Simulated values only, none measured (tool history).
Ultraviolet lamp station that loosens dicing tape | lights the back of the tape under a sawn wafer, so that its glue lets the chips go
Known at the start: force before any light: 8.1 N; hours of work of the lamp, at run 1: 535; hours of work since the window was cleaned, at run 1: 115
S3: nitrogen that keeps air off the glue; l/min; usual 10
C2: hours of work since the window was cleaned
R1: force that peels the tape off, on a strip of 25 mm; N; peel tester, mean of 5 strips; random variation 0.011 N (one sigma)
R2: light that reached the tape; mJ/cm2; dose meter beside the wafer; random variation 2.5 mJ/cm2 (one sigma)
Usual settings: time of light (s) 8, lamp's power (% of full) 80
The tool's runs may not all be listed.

run 1 hour=0.0 | time_of_light_(s)=8 lamp's_power_(%_of_full)=80 S3=10 | hours_of_work_of_the_lamp=535 C2=115 | R1=1.038 R2=215
run 2 hour=16.6 | time_of_light_(s)=8 lamp's_power_(%_of_full)=80 S3=5 | hours_of_work_of_the_lamp=547 C2=127 | R1=1.536 R2=212
run 3 hour=39.9 | time_of_light_(s)=8 lamp's_power_(%_of_full)=80 S3=5 | hours_of_work_of_the_lamp=563 C2=143 | R1=1.598 R2=209
run 4 hour=49.9 | time_of_light_(s)=8 lamp's_power_(%_of_full)=80 S3=5 | hours_of_work_of_the_lamp=570 C2=150 | R1=1.574 R2=207
run 5 hour=71.0 | time_of_light_(s)=8 lamp's_power_(%_of_full)=80 S3=10 | hours_of_work_of_the_lamp=584 C2=164 | R1=1.115 R2=204
run 6 hour=80.8 | time_of_light_(s)=8 lamp's_power_(%_of_full)=80 S3=10 | hours_of_work_of_the_lamp=591 C2=171 | R1=1.123 R2=203
run 7 hour=101.4 | time_of_light_(s)=8 lamp's_power_(%_of_full)=80 S3=10 | hours_of_work_of_the_lamp=605 C2=185 | R1=1.115 R2=199
-- hour=111.6 lamp changed
run 8 hour=118.3 | time_of_light_(s)=8 lamp's_power_(%_of_full)=80 S3=4 | hours_of_work_of_the_lamp=5 C2=196 | R1=1.072 R2=287
run 9 hour=132.1 | time_of_light_(s)=8 lamp's_power_(%_of_full)=80 S3=4 | hours_of_work_of_the_lamp=14 C2=205 | R1=1.135 R2=282
run 10 hour=156.1 | time_of_light_(s)=8 lamp's_power_(%_of_full)=80 S3=4 | hours_of_work_of_the_lamp=30 C2=222 | R1=1.152 R2=277
run 11 hour=179.3 | time_of_light_(s)=9 lamp's_power_(%_of_full)=80 S3=10 | hours_of_work_of_the_lamp=46 C2=238 | R1=0.498 R2=307
run 12 hour=199.9 | time_of_light_(s)=9 lamp's_power_(%_of_full)=80 S3=10 | hours_of_work_of_the_lamp=60 C2=252 | R1=0.501 R2=306
run 13 hour=224.1 | time_of_light_(s)=9 lamp's_power_(%_of_full)=80 S3=10 | hours_of_work_of_the_lamp=77 C2=268 | R1=0.523 R2=296
run 14 hour=235.3 | time_of_light_(s)=9 lamp's_power_(%_of_full)=80 S3=10 | hours_of_work_of_the_lamp=85 C2=276 | R1=0.522 R2=296
run 15 hour=246.3 | time_of_light_(s)=9 lamp's_power_(%_of_full)=80 S3=10 | hours_of_work_of_the_lamp=92 C2=284 | R1=0.556 R2=292
run 16 hour=261.2 | time_of_light_(s)=8 lamp's_power_(%_of_full)=80 S3=10 | hours_of_work_of_the_lamp=103 C2=294 | R1=0.691 R2=261
run 17 hour=280.5 | time_of_light_(s)=6 lamp's_power_(%_of_full)=80 S3=10 | hours_of_work_of_the_lamp=116 C2=307 | R1=1.198 R2=189
run 18 hour=300.2 | time_of_light_(s)=6 lamp's_power_(%_of_full)=80 S3=10 | hours_of_work_of_the_lamp=129 C2=321 | R1=1.248 R2=189
run 19 hour=315.0 | time_of_light_(s)=6 lamp's_power_(%_of_full)=80 S3=10 | hours_of_work_of_the_lamp=139 C2=331 | R1=1.264 R2=190
-- hour=328.6 window cleaned of glue's vapour
run 20 hour=336.7 | time_of_light_(s)=8 lamp's_power_(%_of_full)=86 S3=12 | hours_of_work_of_the_lamp=154 C2=6 | R1=0.420 R2=309
run 21 hour=353.8 | time_of_light_(s)=8 lamp's_power_(%_of_full)=83 S3=15 | hours_of_work_of_the_lamp=166 C2=17 | R1=0.429 R2=294
run 22 hour=378.2 | time_of_light_(s)=5 lamp's_power_(%_of_full)=70 S3=10 | hours_of_work_of_the_lamp=182 C2=34 | R1=1.754 R2=152
run 23 hour=400.0 | time_of_light_(s)=8 lamp's_power_(%_of_full)=80 S3=10 | hours_of_work_of_the_lamp=197 C2=49 | R1=0.602 R2=275
run 24 hour=422.7 | time_of_light_(s)=7 lamp's_power_(%_of_full)=96 S3=7 | hours_of_work_of_the_lamp=213 C2=65 | R1=0.747 R2=285
run 25 hour=436.1 | time_of_light_(s)=15 lamp's_power_(%_of_full)=99 S3=11 | hours_of_work_of_the_lamp=222 C2=74 | R1=0.178 R2=620
run 26 hour=454.9 | time_of_light_(s)=15 lamp's_power_(%_of_full)=99 S3=11 | hours_of_work_of_the_lamp=235 C2=87 | R1=0.177 R2=612
run 27 hour=468.6 | time_of_light_(s)=15 lamp's_power_(%_of_full)=99 S3=11 | hours_of_work_of_the_lamp=244 C2=96 | R1=0.187 R2=612
run 28 hour=484.9 | time_of_light_(s)=8 lamp's_power_(%_of_full)=87 S3=16 | hours_of_work_of_the_lamp=256 C2=107 | R1=0.437 R2=280
run 29 hour=500.4 | time_of_light_(s)=8 lamp's_power_(%_of_full)=87 S3=16 | hours_of_work_of_the_lamp=266 C2=118 | R1=0.462 R2=283
run 30 hour=519.5 | time_of_light_(s)=8 lamp's_power_(%_of_full)=92 S3=7 | hours_of_work_of_the_lamp=279 C2=131 | R1=0.700 R2=292
run 31 hour=532.1 | time_of_light_(s)=7 lamp's_power_(%_of_full)=66 S3=10 | hours_of_work_of_the_lamp=288 C2=140 | R1=1.355 R2=183

Forecast each of these 3 alternatives for the next run:
run A hour=547.7 | time_of_light_(s)=6 lamp's_power_(%_of_full)=80 S3=5 | hours_of_work_of_the_lamp=299 C2=150 | R1=? R2=?
run B hour=547.7 | time_of_light_(s)=7 lamp's_power_(%_of_full)=80 S3=4 | hours_of_work_of_the_lamp=299 C2=150 | R1=? R2=?
run C hour=547.7 | time_of_light_(s)=5 lamp's_power_(%_of_full)=76 S3=18 | hours_of_work_of_the_lamp=299 C2=150 | R1=? R2=?

run=A R1=1.831 R2=187
run=B R1=1.709 R2=218
run=C R1=1.475 R2=148
Without the tool's hidden state the same runs would have given:
run=A R1=1.280 R2=236
run=B R1=1.176 R2=275
run=C R1=0.984 R2=187
